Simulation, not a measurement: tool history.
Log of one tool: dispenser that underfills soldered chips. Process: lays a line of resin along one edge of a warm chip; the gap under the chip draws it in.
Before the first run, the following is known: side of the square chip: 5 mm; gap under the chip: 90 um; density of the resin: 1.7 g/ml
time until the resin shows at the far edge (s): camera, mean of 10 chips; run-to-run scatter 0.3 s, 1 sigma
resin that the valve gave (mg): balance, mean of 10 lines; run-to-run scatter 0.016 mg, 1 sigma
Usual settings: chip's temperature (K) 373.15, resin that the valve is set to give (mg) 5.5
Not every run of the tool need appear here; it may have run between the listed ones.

run	hour	chip's temperature (K)	resin that the valve is set to give (mg)	time until the resin shows at the far edge (s)	resin that the valve gave (mg)
1	0	373.15	5.5	13.5	5.28
# hour 3.8: new syringe of resin
2	6.4	373.15	5.5	11.9	5.27
3	11.5	373.15	5.5	14	5.25
# hour 14.2: new syringe of resin
4	18.5	373.15	5.5	12.5	5.24
5	23.2	373.15	5.5	14.2	5.22
# hour 24.4: new syringe of resin
6	31	373.15	5.5	13.3	5.21
# hour 34.6: new syringe of resin
7	34.6	373.15	5.34	11.6	5.07
8	39.6	373.15	5.34	13	5.08
9	43.6	385.15	5.5	8.3	5.18
# hour 44.9: new syringe of resin
10	49.3	369.15	5.5	14.6	5.16
# hour 50.8: dispensing valve cleaned and set on the balance
11	54.6	369.15	5.5	17.3	5.49
# hour 56.3: new syringe of resin
12	58.9	369.15	5.5	14	5.48
13	62	369.15	5.5	15.6	5.47
14	65.3	379.15	4.93	11.5	4.9
# hour 66.7: new syringe of resin
15	70.1	360.15	5.62	23	5.57
16	75.3	360.15	5.62	26.4	5.55
# hour 77.1: new syringe of resin
17	78.8	362.15	5.64	19.5	5.57
18	82.6	373.15	6.83	12.8	6.74
# hour 87.6: new syringe of resin
19	88.2	387.15	5.08	6.2	4.99
20	91.6	372.15	5.82	12.7	5.74
21	96.8	371.15	5.5	16.3	5.39
# hour 98: new syringe of resin
22	102.5	371.15	5.5	13.7	5.36
# hour 108.1: new syringe of resin
23	109.2	371.15	5.5	13.5	5.38
24	115.6	371.15	5.5	15.5	5.39

Had the tool no unlogged condition, and each run kept its random variation, what would the results have been?
What the log doesn't record here: resin's viscosity, % of fresh resin's; dose that the valve gives, % of what is set; true chip temperature over the reading, C; drift of the gauge itself on fill_s, %; drift of the gauge itself on given_mg, %.
run	time until the resin shows at the far edge (s)	resin that the valve gave (mg)
1	11	5.5
2	10.8	5.5
3	11	5.5
4	10.8	5.5
5	10.7	5.49
6	10.5	5.5
7	11.1	5.36
8	10.8	5.38
9	6.1	5.49
10	12.4	5.49
11	13.3	5.5
12	12.9	5.5
13	13.2	5.5
14	8.9	4.93
15	20.4	5.62
16	20.1	5.61
17	18	5.63
18	10.7	6.83
19	5.8	5.07
20	10.8	5.83
21	12.1	5.49
22	11.5	5.47
23	12.4	5.51
24	11.9	5.53
